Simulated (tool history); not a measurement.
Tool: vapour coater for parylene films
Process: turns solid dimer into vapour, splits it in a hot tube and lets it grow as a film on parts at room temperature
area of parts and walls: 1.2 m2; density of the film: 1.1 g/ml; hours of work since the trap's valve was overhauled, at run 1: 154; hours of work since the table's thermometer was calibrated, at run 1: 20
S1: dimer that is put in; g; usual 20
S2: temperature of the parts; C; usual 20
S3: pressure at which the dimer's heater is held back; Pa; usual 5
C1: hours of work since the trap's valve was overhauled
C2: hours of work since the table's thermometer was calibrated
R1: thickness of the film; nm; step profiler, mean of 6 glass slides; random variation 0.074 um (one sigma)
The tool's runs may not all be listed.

{"run": 1, "hour": 0.0, "S1": 20, "S2": 20, "S3": 5, "C1": 154, "C2": 20, "R1": 10360}
{"run": 2, "hour": 7.6, "S1": 20, "S2": 20, "S3": 5, "C1": 157, "C2": 23, "R1": 10270}
{"run": 3, "hour": 16.3, "S1": 20, "S2": 20, "S3": 5, "C1": 161, "C2": 27, "R1": 10350}
{"run": 4, "hour": 31.4, "S1": 20, "S2": 20, "S3": 5, "C1": 168, "C2": 34, "R1": 10260}
{"run": 5, "hour": 38.3, "S1": 20, "S2": 20, "S3": 3.68, "C1": 171, "C2": 37, "R1": 10990}
{"run": 6, "hour": 49.6, "S1": 20, "S2": 20, "S3": 5, "C1": 175, "C2": 42, "R1": 10250}
{"run": 7, "hour": 60.2, "S1": 20, "S2": 20, "S3": 5, "C1": 180, "C2": 46, "R1": 10240}
{"run": 8, "hour": 72.6, "S1": 20, "S2": 20, "S3": 5, "C1": 186, "C2": 52, "R1": 10270}
{"run": 9, "hour": 84.6, "S1": 20, "S2": 20, "S3": 5, "C1": 191, "C2": 57, "R1": 10270}
{"run": 10, "hour": 97.3, "S1": 20, "S2": 20, "S3": 5, "C1": 196, "C2": 63, "R1": 10180}
{"run": 11, "hour": 112.4, "S1": 8, "S2": 20, "S3": 5, "C1": 203, "C2": 69, "R1": 4150}
{"run": 12, "hour": 122.9, "S1": 20, "S2": 20, "S3": 5, "C1": 207, "C2": 74, "R1": 10180}
{"hour": 124.8, "done": "table's thermometer calibrated"}
{"run": 13, "hour": 137.0, "S1": 20, "S2": 20, "S3": 5, "C1": 213, "C2": 5, "R1": 10220}
{"run": 14, "hour": 150.7, "S1": 20, "S2": 20, "S3": 5, "C1": 219, "C2": 11, "R1": 10090}
{"run": 15, "hour": 165.9, "S1": 20, "S2": 20, "S3": 5, "C1": 226, "C2": 18, "R1": 10000}
{"run": 16, "hour": 177.2, "S1": 20, "S2": 20, "S3": 5, "C1": 231, "C2": 23, "R1": 9900}
{"hour": 181.6, "done": "table's thermometer calibrated, once more"}
{"run": 17, "hour": 186.0, "S1": 20, "S2": 20, "S3": 5, "C1": 234, "C2": 2, "R1": 10150}
{"run": 18, "hour": 200.6, "S1": 20, "S2": 20, "S3": 5, "C1": 240, "C2": 8, "R1": 10180}
{"run": 19, "hour": 213.2, "S1": 20, "S2": 28, "S3": 5, "C1": 246, "C2": 14, "R1": 8030}
{"run": 20, "hour": 227.3, "S1": 20, "S2": 28, "S3": 5, "C1": 252, "C2": 20, "R1": 7920}
{"run": 21, "hour": 237.7, "S1": 20, "S2": 28, "S3": 5, "C1": 256, "C2": 24, "R1": 7920}
{"run": 22, "hour": 251.4, "S1": 20, "S2": 20, "S3": 5, "C1": 262, "C2": 30, "R1": 10000}
{"run": 23, "hour": 264.2, "S1": 20, "S2": 20, "S3": 5, "C1": 268, "C2": 36, "R1": 9930}
{"run": 24, "hour": 274.3, "S1": 20, "S2": 20, "S3": 5, "C1": 272, "C2": 40, "R1": 10030}

Forecast run 25:
{"run": 25, "hour": 286.0, "S1": 20, "S2": 20, "S3": 5, "C1": 277, "C2": 45, "R1": "?"}

{"run 25": {"R1": 9990}}
Without the tool's hidden state the same run would have given R1 10940 nm.
